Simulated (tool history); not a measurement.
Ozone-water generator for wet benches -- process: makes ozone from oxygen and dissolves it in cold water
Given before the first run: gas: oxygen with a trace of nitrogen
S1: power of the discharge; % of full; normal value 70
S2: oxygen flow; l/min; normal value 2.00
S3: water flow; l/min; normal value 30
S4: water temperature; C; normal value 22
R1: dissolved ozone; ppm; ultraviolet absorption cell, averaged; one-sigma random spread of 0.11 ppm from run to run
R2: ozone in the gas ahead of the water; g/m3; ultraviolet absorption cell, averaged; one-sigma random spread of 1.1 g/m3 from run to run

{"run": 1, "day": 0.0, "S1": 70, "S2": 2.0, "S3": 30, "S4": 22, "R1": 6.2, "R2": 183.5}
{"run": 2, "day": 4.633, "S1": 70, "S2": 2.0, "S3": 30, "S4": 22, "R1": 6.2, "R2": 182.3}
{"run": 3, "day": 8.558, "S1": 70, "S2": 2.0, "S3": 30, "S4": 28, "R1": 5.8, "R2": 180.7}
{"run": 4, "day": 11.821, "S1": 70, "S2": 2.0, "S3": 30, "S4": 28, "R1": 5.8, "R2": 180.8}
{"run": 5, "day": 18.408, "S1": 70, "S2": 2.0, "S3": 30, "S4": 28, "R1": 5.9, "R2": 180.0}
{"run": 6, "day": 24.104, "S1": 70, "S2": 2.0, "S3": 30, "S4": 28, "R1": 5.8, "R2": 179.2}
{"run": 7, "day": 29.254, "S1": 70, "S2": 2.0, "S3": 30, "S4": 28, "R1": 5.7, "R2": 175.4}
{"day": 29.912, "done": "contactor cleaned"}
{"run": 8, "day": 33.608, "S1": 66, "S2": 3.3, "S3": 30, "S4": 18, "R1": 6.6, "R2": 129.4}
{"day": 33.938, "done": "water thermometer calibrated"}
{"run": 9, "day": 39.85, "S1": 66, "S2": 3.3, "S3": 24, "S4": 19, "R1": 8.0, "R2": 128.9}
{"run": 10, "day": 45.346, "S1": 66, "S2": 1.48, "S3": 24, "S4": 14, "R1": 6.7, "R2": 196.0}
{"run": 11, "day": 48.55, "S1": 66, "S2": 1.48, "S3": 24, "S4": 14, "R1": 6.9, "R2": 193.4}
{"run": 12, "day": 52.458, "S1": 66, "S2": 1.55, "S3": 23, "S4": 28, "R1": 6.4, "R2": 189.3}
{"day": 52.929, "done": "water thermometer calibrated, once more"}
{"run": 13, "day": 59.592, "S1": 66, "S2": 1.55, "S3": 23, "S4": 28, "R1": 6.8, "R2": 187.1}

Below are 5 alternative next runs, each starting from the tool's condition after run 13. Predict each:
{"run": "A", "day": 66.288, "S1": 86, "S2": 1.55, "S3": 44, "S4": 28, "R1": "?", "R2": "?"}
{"run": "B", "day": 66.288, "S1": 66, "S2": 1.55, "S3": 30, "S4": 24, "R1": "?", "R2": "?"}
{"run": "C", "day": 66.288, "S1": 51, "S2": 3.06, "S3": 30, "S4": 15, "R1": "?", "R2": "?"}
{"run": "D", "day": 66.288, "S1": 56, "S2": 1.43, "S3": 23, "S4": 16, "R1": "?", "R2": "?"}
{"run": "E", "day": 66.288, "S1": 45, "S2": 1.66, "S3": 30, "S4": 24, "R1": "?", "R2": "?"}

run=A R1=4.1 R2=229.1
run=B R1=5.0 R2=186.4
run=C R1=5.6 R2=106.8
run=D R1=6.0 R2=171.1
run=E R1=3.9 R2=132.3
Without the tool's unlogged condition, the same runs would have read:
run=A R1=4.5 R2=251.9
run=B R1=5.5 R2=201.3
run=C R1=6.0 R2=113.3
run=D R1=6.5 R2=182.7
run=E R1=4.1 R2=139.3

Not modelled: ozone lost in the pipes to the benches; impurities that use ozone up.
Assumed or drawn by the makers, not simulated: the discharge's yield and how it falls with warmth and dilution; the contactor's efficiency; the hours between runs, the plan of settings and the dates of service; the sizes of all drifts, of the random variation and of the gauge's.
